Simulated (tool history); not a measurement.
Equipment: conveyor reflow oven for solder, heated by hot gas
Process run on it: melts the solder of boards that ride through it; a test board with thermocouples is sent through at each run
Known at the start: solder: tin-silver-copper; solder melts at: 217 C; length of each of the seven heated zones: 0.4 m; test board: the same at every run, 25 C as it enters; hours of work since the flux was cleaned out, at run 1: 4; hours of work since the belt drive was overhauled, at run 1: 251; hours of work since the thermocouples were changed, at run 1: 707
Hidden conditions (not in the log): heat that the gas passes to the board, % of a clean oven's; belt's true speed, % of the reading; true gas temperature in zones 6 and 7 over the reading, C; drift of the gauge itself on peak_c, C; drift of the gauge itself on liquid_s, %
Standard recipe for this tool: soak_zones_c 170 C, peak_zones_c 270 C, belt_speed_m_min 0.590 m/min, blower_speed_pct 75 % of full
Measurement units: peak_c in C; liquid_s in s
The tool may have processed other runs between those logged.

run    day  soak_zones_c  peak_zones_c  belt_speed_m_min  blower_speed_pct  hours of work since the flux was cleaned out  hours of work since the belt drive was overhauled  hours of work since the thermocouples were changed  peak_c  liquid_s
  1  0.000           170           270             0.590                75                                             4                                                251                                                 707   262.6      68.6
  2  0.462           170           272             0.590                75                                            11                                                258                                                 714   263.8      69.2
  3  0.896           170           272             0.590                75                                            18                                                264                                                 721   264.0      69.3
  4  1.200           170           272             0.590                75                                            22                                                269                                                 725   263.6      69.6
  5  1.679           163           272             0.590                75                                            29                                                276                                                 732   263.6      67.1
  6  1.958           163           272             0.590                75                                            33                                                280                                                 737   263.6      67.1
  7  2.179           163           272             0.590                75                                            37                                                283                                                 740   263.9      67.2
  8  2.392           174           270             0.590                75                                            40                                                286                                                 743   261.9      69.9
  9  2.654           174           270             0.590                75                                            44                                                290                                                 747   262.9      69.9
 10  2.921           170           270             0.590                75                                            48                                                294                                                 751   262.2      68.4
 11  3.383           170           271             0.590                75                                            55                                                301                                                 758   263.2      69.4
 12  3.808           170           271             0.590                75                                            61                                                307                                                 764   263.5      69.0
 13  4.296           170           271             0.590                75                                            68                                                315                                                 771   263.4      69.1
 14  4.617           170           271             0.590                75                                            73                                                319                                                 776   263.1      68.8
 15  4.833           170           270             0.590                75                                            76                                                323                                                 779   263.0      68.2
     5.075  -- thermocouples of zones 6 and 7 changed
 16  5.300           170           269             0.544                88                                            82                                                328                                                   3   264.8      76.7
 17  5.671           164           284             0.590                56                                            87                                                334                                                   9   271.4      70.1
 18  6.088           170           265             0.584                65                                            93                                                340                                                  15   256.1      65.1
 19  6.433           170           265             0.584                69                                            99                                                345                                                  20   256.8      66.1
 20  6.804           170           265             0.612                53                                           104                                                351                                                  26   252.2      58.4
 21  7.050           168           271             0.590                77                                           108                                                354                                                  29   263.7      68.5
 22  7.267           170           270             0.590                77                                           111                                                357                                                  32   262.7      69.2
 23  7.567           170           262             0.670                60                                           115                                                362                                                  37   248.0      50.8
 24  7.871           168           262             0.603                60                                           120                                                366                                                  41   251.0      58.8
 25  8.204           166           270             0.590                76                                           125                                                371                                                  46   261.8      67.3
 26  8.550           179           273             0.590                75                                           130                                                376                                                  51   265.9      73.2
 27  8.838           170           270             0.695                75                                           134                                                381                                                  56   258.2      55.2
 28  9.217           170           270             0.590                75                                           140                                                386                                                  61   262.1      68.5
 29  9.650           170           270             0.590                75                                           146                                                393                                                  68   262.6      68.6

Entry by entry between the runs, the difference in hidden state between the last listed run before and the first listed run after:
Logged between run 15 and run 16: thermocouples of zones 6 and 7 changed (day 5.075)
  heat that the gas passes to the board, % of a clean oven's: 100 -> 99.9; true gas temperature in zones 6 and 7 over the reading, C: -0.03 -> 0.01
